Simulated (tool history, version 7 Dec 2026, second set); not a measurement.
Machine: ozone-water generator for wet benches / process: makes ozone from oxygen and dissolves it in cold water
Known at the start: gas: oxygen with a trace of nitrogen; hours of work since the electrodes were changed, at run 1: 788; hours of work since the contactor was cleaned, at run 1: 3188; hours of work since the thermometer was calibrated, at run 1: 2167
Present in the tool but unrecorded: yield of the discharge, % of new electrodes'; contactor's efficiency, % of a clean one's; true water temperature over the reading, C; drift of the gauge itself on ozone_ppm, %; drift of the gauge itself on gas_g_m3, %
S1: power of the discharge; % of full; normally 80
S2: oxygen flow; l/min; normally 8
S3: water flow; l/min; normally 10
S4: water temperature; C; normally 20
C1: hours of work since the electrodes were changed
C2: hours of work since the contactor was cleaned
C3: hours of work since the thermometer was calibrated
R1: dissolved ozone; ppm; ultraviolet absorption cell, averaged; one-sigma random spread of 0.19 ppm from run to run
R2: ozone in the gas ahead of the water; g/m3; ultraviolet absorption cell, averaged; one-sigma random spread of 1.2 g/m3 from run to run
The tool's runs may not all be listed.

run 1 hour=0 | S1=80 S2=8 S3=10 S4=20 | C1=788 C2=3188 C3=2167 | R1=25 R2=212.8
run 2 hour=20.6 | S1=52 S2=8 S3=10 S4=20 | C1=808 C2=3208 C3=2188 | R1=19.1 R2=162.1
run 3 hour=50.8 | S1=52 S2=8 S3=10 S4=20 | C1=838 C2=3238 C3=2217 | R1=19 R2=161.2
run 4 hour=90.3 | S1=52 S2=8 S3=10 S4=20 | C1=877 C2=3277 C3=2256 | R1=18.9 R2=161.5
run 5 hour=109.7 | S1=52 S2=8 S3=10 S4=20 | C1=896 C2=3296 C3=2275 | R1=19.2 R2=161.7
run 6 hour=151.3 | S1=52 S2=8 S3=10 S4=20 | C1=937 C2=3337 C3=2316 | R1=18.9 R2=162.8
run 7 hour=170.8 | S1=52 S2=8 S3=10 S4=20 | C1=956 C2=3356 C3=2335 | R1=18.9 R2=161.4
run 8 hour=202.8 | S1=52 S2=8 S3=10 S4=20 | C1=987 C2=3387 C3=2367 | R1=19 R2=161.6
run 9 hour=231 | S1=52 S2=8 S3=10 S4=20 | C1=1015 C2=3415 C3=2394 | R1=18.9 R2=160.6
run 10 hour=257.4 | S1=52 S2=8 S3=10 S4=20 | C1=1041 C2=3441 C3=2420 | R1=18.8 R2=162.6
run 11 hour=296.1 | S1=41 S2=7.58 S3=16 S4=12 | C1=1079 C2=3479 C3=2459 | R1=13.7 R2=142.8
run 12 hour=319.9 | S1=50 S2=12.65 S3=10 S4=20 | C1=1102 C2=3502 C3=2482 | R1=15.6 R2=119.3
-- hour=325.8 contactor cleaned
run 13 hour=344.3 | S1=50 S2=12.65 S3=10 S4=20 | C1=1122 C2=18 C3=2502 | R1=15.4 R2=119.3
run 14 hour=369.2 | S1=64 S2=4.2 S3=10 S4=14 | C1=1147 C2=43 C3=2527 | R1=27 R2=262.9
run 15 hour=398.2 | S1=80 S2=4.18 S3=13 S4=14 | C1=1175 C2=71 C3=2555 | R1=24.2 R2=310
run 16 hour=432.2 | S1=87 S2=8 S3=11 S4=22 | C1=1209 C2=105 C3=2588 | R1=22.6 R2=223.5
run 17 hour=471.1 | S1=87 S2=8 S3=11 S4=12 | C1=1247 C2=143 C3=2627 | R1=28.4 R2=222.9
run 18 hour=491.6 | S1=87 S2=8 S3=11 S4=12 | C1=1267 C2=163 C3=2647 | R1=28 R2=223.1
run 19 hour=513.9 | S1=74 S2=13.13 S3=13 S4=23 | C1=1289 C2=185 C3=2669 | R1=15.2 R2=151

Each row is a separate what-if for the run after 19, all from the same tool condition, not one after another. Results?
run A hour=536.4 | S1=80 S2=7.76 S3=12 S4=19 | C1=1311 C2=207 C3=2691 | R1=? R2=?
run B hour=536.4 | S1=70 S2=13.13 S3=8 S4=19 | C1=1311 C2=207 C3=2691 | R1=? R2=?
run C hour=536.4 | S1=72 S2=8.04 S3=10 S4=20 | C1=1311 C2=207 C3=2691 | R1=? R2=?
run D hour=536.4 | S1=74 S2=10.14 S3=13 S4=23 | C1=1311 C2=207 C3=2691 | R1=? R2=?

run=A R1=21.6 R2=216.8
run=B R1=21.4 R2=145.8
run=C R1=22.2 R2=194
run=D R1=16.7 R2=174.9
What these runs would have given with no unlogged condition in the tool:
run=A R1=24.1 R2=221.2
run=B R1=23.6 R2=148.5
run=C R1=24.5 R2=197.7
run=D R1=18.6 R2=178.3

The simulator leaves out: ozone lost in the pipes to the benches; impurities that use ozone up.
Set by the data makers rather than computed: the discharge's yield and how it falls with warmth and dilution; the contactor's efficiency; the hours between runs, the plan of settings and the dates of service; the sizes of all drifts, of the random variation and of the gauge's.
